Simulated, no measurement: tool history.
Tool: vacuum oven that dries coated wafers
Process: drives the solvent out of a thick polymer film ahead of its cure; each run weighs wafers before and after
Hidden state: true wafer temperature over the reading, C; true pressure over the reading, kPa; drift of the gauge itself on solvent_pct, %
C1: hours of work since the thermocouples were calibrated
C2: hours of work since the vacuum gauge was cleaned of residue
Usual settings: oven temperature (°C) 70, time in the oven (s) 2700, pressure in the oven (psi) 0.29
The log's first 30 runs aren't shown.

Run 31, hour 2167.2: usual settings but oven temperature (°C) 71, time in the oven (s) 1620, pressure in the oven (psi) 0.248; C1 649; C2 1216. Result: solvent left in the film (%) 5.58.
Run 32, hour 2238.5: usual settings but oven temperature (°C) 80, pressure in the oven (psi) 0.648; C1 682; C2 1249. Result: solvent left in the film (%) 3.46.
Run 33, hour 2325.4: usual settings but oven temperature (°C) 74, pressure in the oven (psi) 0.648; C1 723; C2 1290. Result: solvent left in the film (%) 4.83.
Run 34, hour 2373.8: usual settings but oven temperature (°C) 71, pressure in the oven (psi) 0.454; C1 745; C2 1312. Result: solvent left in the film (%) 4.63.
Run 35, hour 2470.1: usual settings but pressure in the oven (psi) 0.901; C1 790; C2 1357. Result: solvent left in the film (%) 7.23.
Run 36, hour 2542.3: usual settings but time in the oven (s) 4440, pressure in the oven (psi) 0.775; C1 823; C2 1390. Result: solvent left in the film (%) 5.62.
Run 37, hour 2632.5: usual settings but time in the oven (s) 4440, pressure in the oven (psi) 0.775; C1 865; C2 1432. Result: solvent left in the film (%) 5.53.
Run 38, hour 2710.1: usual settings but oven temperature (°C) 84, time in the oven (s) 1980; C1 901; C2 1468. Result: solvent left in the film (%) 2.13.
Run 39, hour 2778.5: usual settings but oven temperature (°C) 84, time in the oven (s) 1980; C1 933; C2 1500. Result: solvent left in the film (%) 2.08.
Run 40, hour 2865.9: usual settings but oven temperature (°C) 57, time in the oven (s) 3000, pressure in the oven (psi) 0.647; C1 973; C2 1540. Result: solvent left in the film (%) 9.73.
Run 41, hour 2960.4: usual settings but oven temperature (°C) 63, time in the oven (s) 2400; C1 1017; C2 1584. Result: solvent left in the film (%) 6.33.
Run 42, hour 3036.5: usual settings but oven temperature (°C) 63, time in the oven (s) 2400; C1 1052; C2 1620. Result: solvent left in the film (%) 6.26.
Run 43, hour 3101.7: usual settings but oven temperature (°C) 69, pressure in the oven (psi) 0.748; C1 1083; C2 1650. Result: solvent left in the film (%) 6.51.

5 ways to go on from here, each from the tool as it stands after run 43. What would each give?
Run A, hour 3202.4: usual settings but pressure in the oven (psi) 0.219; C1 1129; C2 1696. Result: solvent left in the film (%) ?.
Run B, hour 3202.4: usual settings but oven temperature (°C) 69, time in the oven (s) 2280, pressure in the oven (psi) 0.445; C1 1129; C2 1696. Result: solvent left in the film (%) ?.
Run C, hour 3202.4: usual settings but oven temperature (°C) 66, time in the oven (s) 1320, pressure in the oven (psi) 0.741; C1 1129; C2 1696. Result: solvent left in the film (%) ?.
Run D, hour 3202.4: usual settings but time in the oven (s) 4680, pressure in the oven (psi) 0.58; C1 1129; C2 1696. Result: solvent left in the film (%) ?.
Run E, hour 3202.4: usual settings; C1 1129; C2 1696. Result: solvent left in the film (%) ?.

run  solvent left in the film (%)
  A                          3.71
  B                          5.57
  C                          9.27
  D                          4.11
  E                             4
Without the tool's hidden state the same runs would have given:
run  solvent left in the film (%)
  A                          4.19
  B                          6.14
  C                          9.81
  D                          4.56
  E                          4.49
